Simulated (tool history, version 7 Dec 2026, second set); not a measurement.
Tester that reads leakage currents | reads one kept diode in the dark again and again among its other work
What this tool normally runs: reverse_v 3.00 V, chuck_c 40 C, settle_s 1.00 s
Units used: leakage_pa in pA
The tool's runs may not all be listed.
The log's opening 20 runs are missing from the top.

| run | hour | reverse_v | chuck_c | settle_s | leakage_pa |
|---|---|---|---|---|---|
| 21 | 1905.5 | 3.00 | 40 | 1.82 | 388.11 |
| 22 | 1980.0 | 7.69 | 25 | 1.05 | 216.15 |
| 23 | 2077.8 | 7.69 | 29 | 1.05 | 294.99 |
| 24 | 2132.9 | 7.81 | 31 | 3.37 | 345.78 |
| 25 | 2257.8 | 7.81 | 31 | 3.37 | 344.58 |
|  | 2321.2 | chuck's temperature calibrated |
| 26 | 2346.9 | 2.00 | 54 | 0.34 | 859.88 |
| 27 | 2469.9 | 17.57 | 33 | 1.95 | 695.03 |
| 28 | 2537.2 | 10.96 | 33 | 0.55 | 530.66 |
| 29 | 2663.7 | 4.60 | 40 | 2.80 | 525.28 |
| 30 | 2752.4 | 4.60 | 40 | 2.80 | 528.34 |
| 31 | 2814.5 | 4.60 | 40 | 2.80 | 525.59 |
| 32 | 2926.2 | 4.60 | 40 | 2.80 | 524.60 |
| 33 | 2996.6 | 4.60 | 40 | 2.80 | 526.94 |
| 34 | 3066.9 | 3.00 | 40 | 0.77 | 409.74 |
| 35 | 3133.0 | 1.91 | 46 | 1.06 | 478.77 |
| 36 | 3262.3 | 2.39 | 30 | 3.06 | 170.08 |
| 37 | 3322.8 | 1.17 | 28 | 3.44 | 95.45 |
| 38 | 3435.8 | 2.63 | 24 | 2.54 | 111.27 |
| 39 | 3562.1 | 2.63 | 24 | 2.54 | 111.85 |

Below are 3 alternative next runs, each starting from the tool's condition after run 39. Predict each:
| A | 3658.5 | 15.91 | 23 | 0.57 | ? |
| B | 3658.5 | 3.00 | 26 | 1.00 | ? |
| C | 3658.5 | 9.09 | 46 | 1.76 | ? |

| run | leakage_pa |
|---|---|
| A | 306.90 |
| B | 142.03 |
| C | 1185.98 |
Without the tool's hidden state the same runs would have given:
| run | leakage_pa |
|---|---|
| A | 303.92 |
| B | 143.79 |
| C | 1209.33 |
